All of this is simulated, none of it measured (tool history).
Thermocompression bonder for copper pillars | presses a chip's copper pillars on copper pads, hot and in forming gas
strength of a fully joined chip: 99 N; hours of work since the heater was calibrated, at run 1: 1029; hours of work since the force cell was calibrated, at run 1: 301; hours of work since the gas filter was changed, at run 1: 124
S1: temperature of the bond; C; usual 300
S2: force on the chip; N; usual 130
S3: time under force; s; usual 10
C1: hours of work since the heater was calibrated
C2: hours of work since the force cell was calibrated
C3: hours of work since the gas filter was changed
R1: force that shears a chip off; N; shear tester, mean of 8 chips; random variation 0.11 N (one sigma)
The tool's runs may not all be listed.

run,hour,S1,S2,S3,C1,C2,C3,R1
1,0,300,130,10,1029,301,124,39.3
2,41.3,300,130,10,1059,331,154,39
3,74,300,130,10,1082,355,178,38.8
4,99.1,300,130,10,1101,373,196,38.4
5,119.1,300,130,10,1115,388,210,38.3
# hour 127.6: forming gas filter changed
6,141.7,300,130,10,1131,404,10,41
7,166,300,130,10,1149,422,28,40.8
8,197.4,300,130,10,1172,444,51,40.4
9,229.3,300,130,10,1195,468,74,40.2
10,271.6,300,130,10,1226,498,105,39.9
11,294.4,300,130,10,1242,515,121,39.8
12,312.3,300,130,10,1255,528,134,39.6
13,341.9,300,185,21,1277,550,156,58.5
14,360.6,316,130,14,1291,563,170,50.8
15,388.6,316,130,14,1311,584,190,50.3
# hour 392.8: heater calibrated with a thermocouple chip
# hour 428.5: forming gas filter changed
16,432.1,316,130,14,28,613,3,55
17,473.7,293,130,12,59,644,33,42.2
18,496.6,300,182,10,75,660,50,49
# hour 504.8: heater calibrated with a thermocouple chip, once more
19,526.5,320,182,10,16,681,70,51.9
20,563.3,320,182,10,43,707,97,51.7
21,584.1,320,182,17,58,723,112,60.2
22,615.6,320,182,17,81,745,135,59.9
23,653.8,313,94,12,108,773,162,37.5
24,695,300,130,29,138,803,192,51.8

Forecast each of these 4 alternatives for the next run:
A,724.6,280,98,15,160,825,214,?
B,724.6,288,130,10,160,825,214,?
C,724.6,301,130,29,160,825,214,?
D,724.6,292,130,29,160,825,214,?

run,R1
A,28.9
B,31.1
C,52.1
D,48
Without the tool's hidden state the same runs would have given:
run,R1
A,30.5
B,32.9
C,55.4
D,51
